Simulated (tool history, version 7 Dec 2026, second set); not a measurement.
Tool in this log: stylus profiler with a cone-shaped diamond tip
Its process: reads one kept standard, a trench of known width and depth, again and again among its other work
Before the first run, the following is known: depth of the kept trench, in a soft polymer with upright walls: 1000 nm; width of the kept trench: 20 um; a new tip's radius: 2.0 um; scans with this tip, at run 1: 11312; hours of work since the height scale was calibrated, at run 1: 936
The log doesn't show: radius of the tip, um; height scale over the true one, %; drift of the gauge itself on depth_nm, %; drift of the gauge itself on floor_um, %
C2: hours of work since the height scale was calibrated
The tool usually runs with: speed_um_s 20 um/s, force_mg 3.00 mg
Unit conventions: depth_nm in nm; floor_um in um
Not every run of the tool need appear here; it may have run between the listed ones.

{"run": 1, "day": 0.0, "speed_um_s": 20, "force_mg": 3.0, "scans with this tip": 11312, "C2": 936, "depth_nm": 1018.95, "floor_um": 13.53}
{"day": 1.025, "done": "new tip fitted, height scale calibrated"}
{"run": 2, "day": 1.942, "speed_um_s": 20, "force_mg": 3.0, "scans with this tip": 182, "C2": 15, "depth_nm": 1013.76, "floor_um": 16.29}
{"run": 3, "day": 3.362, "speed_um_s": 20, "force_mg": 3.0, "scans with this tip": 464, "C2": 38, "depth_nm": 1014.07, "floor_um": 16.22}
{"run": 4, "day": 4.667, "speed_um_s": 20, "force_mg": 3.0, "scans with this tip": 723, "C2": 60, "depth_nm": 1013.91, "floor_um": 16.1}
{"run": 5, "day": 5.862, "speed_um_s": 20, "force_mg": 1.82, "scans with this tip": 960, "C2": 80, "depth_nm": 1010.02, "floor_um": 16.0}
{"run": 6, "day": 6.729, "speed_um_s": 20, "force_mg": 1.82, "scans with this tip": 1133, "C2": 94, "depth_nm": 1010.88, "floor_um": 15.97}
{"run": 7, "day": 8.179, "speed_um_s": 20, "force_mg": 3.0, "scans with this tip": 1421, "C2": 118, "depth_nm": 1014.05, "floor_um": 15.9}
{"run": 8, "day": 10.067, "speed_um_s": 20, "force_mg": 3.0, "scans with this tip": 1796, "C2": 149, "depth_nm": 1014.43, "floor_um": 15.74}
{"run": 9, "day": 11.058, "speed_um_s": 21, "force_mg": 3.0, "scans with this tip": 1993, "C2": 165, "depth_nm": 1014.69, "floor_um": 15.75}
{"run": 10, "day": 12.683, "speed_um_s": 21, "force_mg": 3.0, "scans with this tip": 2315, "C2": 192, "depth_nm": 1014.63, "floor_um": 15.59}
{"run": 11, "day": 14.117, "speed_um_s": 21, "force_mg": 3.0, "scans with this tip": 2600, "C2": 215, "depth_nm": 1015.01, "floor_um": 15.54}
{"run": 12, "day": 14.912, "speed_um_s": 20, "force_mg": 2.96, "scans with this tip": 2758, "C2": 228, "depth_nm": 1014.68, "floor_um": 15.47}
{"run": 13, "day": 15.783, "speed_um_s": 20, "force_mg": 3.0, "scans with this tip": 2931, "C2": 243, "depth_nm": 1014.98, "floor_um": 15.45}
{"run": 14, "day": 17.167, "speed_um_s": 67, "force_mg": 3.0, "scans with this tip": 3206, "C2": 265, "depth_nm": 1014.94, "floor_um": 15.18}
{"run": 15, "day": 19.004, "speed_um_s": 33, "force_mg": 2.01, "scans with this tip": 3571, "C2": 296, "depth_nm": 1011.88, "floor_um": 15.17}
{"run": 16, "day": 20.5, "speed_um_s": 22, "force_mg": 1.81, "scans with this tip": 3868, "C2": 320, "depth_nm": 1011.43, "floor_um": 15.11}
{"run": 17, "day": 22.212, "speed_um_s": 53, "force_mg": 1.07, "scans with this tip": 4208, "C2": 348, "depth_nm": 1008.86, "floor_um": 14.81}
{"run": 18, "day": 23.45, "speed_um_s": 53, "force_mg": 1.07, "scans with this tip": 4454, "C2": 369, "depth_nm": 1008.86, "floor_um": 14.67}
{"run": 19, "day": 24.829, "speed_um_s": 9, "force_mg": 7.9, "scans with this tip": 4727, "C2": 391, "depth_nm": 1028.62, "floor_um": 15.03}
{"run": 20, "day": 25.979, "speed_um_s": 9, "force_mg": 7.9, "scans with this tip": 4956, "C2": 410, "depth_nm": 1028.5, "floor_um": 14.94}
{"run": 21, "day": 27.204, "speed_um_s": 7, "force_mg": 2.83, "scans with this tip": 5199, "C2": 430, "depth_nm": 1015.14, "floor_um": 14.94}

Forecast run 22:
{"run": 22, "day": 28.525, "speed_um_s": 78, "force_mg": 3.66, "scans with this tip": 5461, "C2": 452, "depth_nm": "?", "floor_um": "?"}

depth_nm: 1018.29 nm
floor_um: 14.51 um
Were there no unlogged condition in the tool, this run, its random variation unchanged, would have produced depth_nm 1016.16 nm, floor_um 16.17 um.
